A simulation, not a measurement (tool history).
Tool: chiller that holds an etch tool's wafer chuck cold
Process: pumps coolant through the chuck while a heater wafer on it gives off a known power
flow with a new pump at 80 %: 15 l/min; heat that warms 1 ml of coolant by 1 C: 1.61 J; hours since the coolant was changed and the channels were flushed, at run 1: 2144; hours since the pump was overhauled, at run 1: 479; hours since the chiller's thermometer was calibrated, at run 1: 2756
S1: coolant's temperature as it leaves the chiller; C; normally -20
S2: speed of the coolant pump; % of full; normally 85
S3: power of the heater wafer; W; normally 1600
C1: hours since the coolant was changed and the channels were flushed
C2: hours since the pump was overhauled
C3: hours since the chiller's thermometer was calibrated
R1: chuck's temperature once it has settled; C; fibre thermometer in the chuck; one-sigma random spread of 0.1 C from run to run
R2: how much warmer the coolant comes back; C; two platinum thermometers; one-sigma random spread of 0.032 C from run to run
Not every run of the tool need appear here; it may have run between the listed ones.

{"run": 1, "hour": 0.0, "S1": -20, "S2": 85, "S3": 1600, "C1": 2144, "C2": 479, "C3": 2756, "R1": -7.8, "R2": 3.8}
{"run": 2, "hour": 198.9, "S1": -20, "S2": 88, "S3": 1600, "C1": 2343, "C2": 678, "C3": 2955, "R1": -8.2, "R2": 3.61}
{"run": 3, "hour": 284.4, "S1": -20, "S2": 85, "S3": 908, "C1": 2429, "C2": 763, "C3": 3040, "R1": -12.7, "R2": 2.16}
{"run": 4, "hour": 479.6, "S1": -20, "S2": 67, "S3": 908, "C1": 2624, "C2": 959, "C3": 3235, "R1": -11.4, "R2": 2.79}
{"run": 5, "hour": 660.6, "S1": -20, "S2": 67, "S3": 908, "C1": 2805, "C2": 1140, "C3": 3416, "R1": -11.4, "R2": 2.8}
{"run": 6, "hour": 773.5, "S1": -21, "S2": 85, "S3": 1600, "C1": 2918, "C2": 1253, "C3": 3529, "R1": -8.4, "R2": 3.77}
{"run": 7, "hour": 863.6, "S1": -21, "S2": 85, "S3": 1600, "C1": 3008, "C2": 1343, "C3": 3619, "R1": -8.4, "R2": 3.82}
{"run": 8, "hour": 1021.6, "S1": -20, "S2": 85, "S3": 1600, "C1": 3166, "C2": 1501, "C3": 3777, "R1": -7.4, "R2": 3.81}
{"hour": 1032.6, "done": "chiller's thermometer calibrated"}
{"run": 9, "hour": 1138.8, "S1": -20, "S2": 85, "S3": 1600, "C1": 3282, "C2": 1617, "C3": 106, "R1": -7, "R2": 3.89}
{"run": 10, "hour": 1289.5, "S1": -17, "S2": 80, "S3": 1600, "C1": 3433, "C2": 1768, "C3": 257, "R1": -3.2, "R2": 4.12}
{"run": 11, "hour": 1469.9, "S1": -20, "S2": 75, "S3": 888, "C1": 3613, "C2": 1948, "C3": 437, "R1": -11.6, "R2": 2.48}
{"run": 12, "hour": 1581.6, "S1": -20, "S2": 75, "S3": 1582, "C1": 3725, "C2": 2060, "C3": 549, "R1": -5.9, "R2": 4.34}
{"run": 13, "hour": 1716.0, "S1": -20, "S2": 75, "S3": 1582, "C1": 3859, "C2": 2194, "C3": 683, "R1": -5.6, "R2": 4.37}
{"run": 14, "hour": 1821.7, "S1": -20, "S2": 75, "S3": 1582, "C1": 3965, "C2": 2300, "C3": 789, "R1": -5.7, "R2": 4.35}
{"run": 15, "hour": 2024.3, "S1": -20, "S2": 75, "S3": 1582, "C1": 4168, "C2": 2502, "C3": 992, "R1": -5.6, "R2": 4.41}
{"hour": 2097.3, "done": "chiller's thermometer calibrated, once more"}
{"run": 16, "hour": 2167.1, "S1": -25, "S2": 85, "S3": 2081, "C1": 4310, "C2": 2644, "C3": 70, "R1": -9, "R2": 5.03}
{"run": 17, "hour": 2298.6, "S1": -20, "S2": 65, "S3": 1737, "C1": 4441, "C2": 2776, "C3": 201, "R1": -3.3, "R2": 5.66}
{"run": 18, "hour": 2486.4, "S1": -20, "S2": 66, "S3": 2211, "C1": 4629, "C2": 2964, "C3": 389, "R1": 1.1, "R2": 7.15}

Forecast each of these 4 alternatives for the next run:
{"run": "A", "hour": 2640.4, "S1": -14, "S2": 85, "S3": 2322, "C1": 4783, "C2": 3117, "C3": 543, "R1": "?", "R2": "?"}
{"run": "B", "hour": 2640.4, "S1": -20, "S2": 66, "S3": 1653, "C1": 4783, "C2": 3117, "C3": 543, "R1": "?", "R2": "?"}
{"run": "C", "hour": 2640.4, "S1": -12, "S2": 72, "S3": 1956, "C1": 4783, "C2": 3117, "C3": 543, "R1": "?", "R2": "?"}
{"run": "D", "hour": 2640.4, "S1": -28, "S2": 94, "S3": 835, "C1": 4783, "C2": 3117, "C3": 543, "R1": "?", "R2": "?"}

run=A R1=4.4 R2=5.71
run=B R1=-4.1 R2=5.34
run=C R1=5.5 R2=5.82
run=D R1=-21.9 R2=1.84
The same runs, with their run-to-run variation unchanged, on a tool lacking any hidden condition would have given:
run=A R1=2.7 R2=5.42
run=B R1=-5.5 R2=5.07
run=C R1=3.9 R2=5.52
run=D R1=-22.6 R2=1.75
